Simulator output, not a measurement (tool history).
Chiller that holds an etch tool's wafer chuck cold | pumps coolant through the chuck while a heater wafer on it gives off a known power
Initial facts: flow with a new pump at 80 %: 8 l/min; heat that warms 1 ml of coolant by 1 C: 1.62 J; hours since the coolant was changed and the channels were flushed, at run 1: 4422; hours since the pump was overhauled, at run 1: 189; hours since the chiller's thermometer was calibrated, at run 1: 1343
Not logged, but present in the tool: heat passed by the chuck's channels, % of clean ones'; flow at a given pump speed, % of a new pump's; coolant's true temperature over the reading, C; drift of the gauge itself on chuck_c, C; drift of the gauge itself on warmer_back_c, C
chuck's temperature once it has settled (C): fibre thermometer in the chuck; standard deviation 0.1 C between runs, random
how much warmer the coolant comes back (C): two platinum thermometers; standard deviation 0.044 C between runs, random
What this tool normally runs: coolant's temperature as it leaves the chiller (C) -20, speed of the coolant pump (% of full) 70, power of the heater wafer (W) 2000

run   hour  coolant's temperature as it leaves the chiller (C)  speed of the coolant pump (% of full)  power of the heater wafer (W)  hours since the coolant was changed and the channels were flushed  hours since the pump was overhauled  hours since the chiller's thermometer was calibrated  chuck's temperature once it has settled (C)  how much warmer the coolant comes back (C)
  1      0                                                 -20                                     70                           2000                                                               4422                                  189                                                  1343                                          9.1                                       10.64
  2   32.5                                                 -20                                     70                           2000                                                               4454                                  221                                                  1376                                          9.4                                        10.7
  3   55.1                                                 -20                                     70                           2000                                                               4477                                  244                                                  1398                                          9.3                                       10.64
  4   95.1                                                 -20                                     70                           2000                                                               4517                                  284                                                  1438                                          9.3                                       10.61
  5  121.8                                                 -16                                     70                           2000                                                               4544                                  311                                                  1465                                         13.5                                       10.72
  6  157.3                                                 -20                                     70                           2619                                                               4579                                  346                                                  1501                                         18.5                                       13.93
     184.3  -- coolant changed, channels flushed
  7  203.6                                                 -20                                     82                           2000                                                                 19                                  387                                                  1541                                          3.6                                        9.05
  8  243.7                                                 -20                                     70                           2000                                                                 59                                  427                                                  1581                                          6.2                                       10.69
  9    283                                                 -20                                     70                           2122                                                                 99                                  466                                                  1620                                          7.8                                       11.35
 10  322.5                                                 -20                                     70                           2122                                                                138                                  505                                                  1660                                          7.8                                       11.31
 11  353.5                                                 -20                                     70                           2122                                                                169                                  536                                                  1691                                          7.9                                       11.32
 12  400.4                                                 -20                                     70                           2122                                                                216                                  583                                                  1738                                          8.1                                       11.34
 13  441.8                                                 -20                                     75                           2000                                                                257                                  625                                                  1779                                          5.3                                        9.87
 14  482.4                                                 -20                                     70                           2000                                                                298                                  665                                                  1820                                          6.4                                       10.71
 15  509.9                                                 -20                                     70                           1750                                                                326                                  693                                                  1847                                          3.2                                        9.32
 16  534.9                                                 -27                                     70                           2000                                                                351                                  718                                                  1872                                         -0.4                                       10.71
 17  556.7                                                 -27                                     70                           2000                                                                372                                  740                                                  1894                                         -0.7                                       10.75
 18  601.1                                                 -19                                     70                           1110                                                                417                                  784                                                  1938                                         -4.2                                        5.91
 19    639                                                 -11                                     79                           1061                                                                455                                  822                                                  1976                                          2.3                                        5.01
 20  673.9                                                 -11                                     79                           1061                                                                490                                  857                                                  2011                                          2.3                                        5.02
 21  709.1                                                 -22                                     70                           1762                                                                525                                  892                                                  2046                                          1.5                                        9.49

What will run 22 give?
 22  745.1                                                 -15                                     76                           1762                                                                561                                  928                                                  2082                                            ?                                           ?

chuck's temperature once it has settled (C): 7.3
how much warmer the coolant comes back (C): 8.66
The same run, on a tool lacking any hidden state, would have yielded chuck's temperature once it has settled (C) 6.5, how much warmer the coolant comes back (C) 8.52.
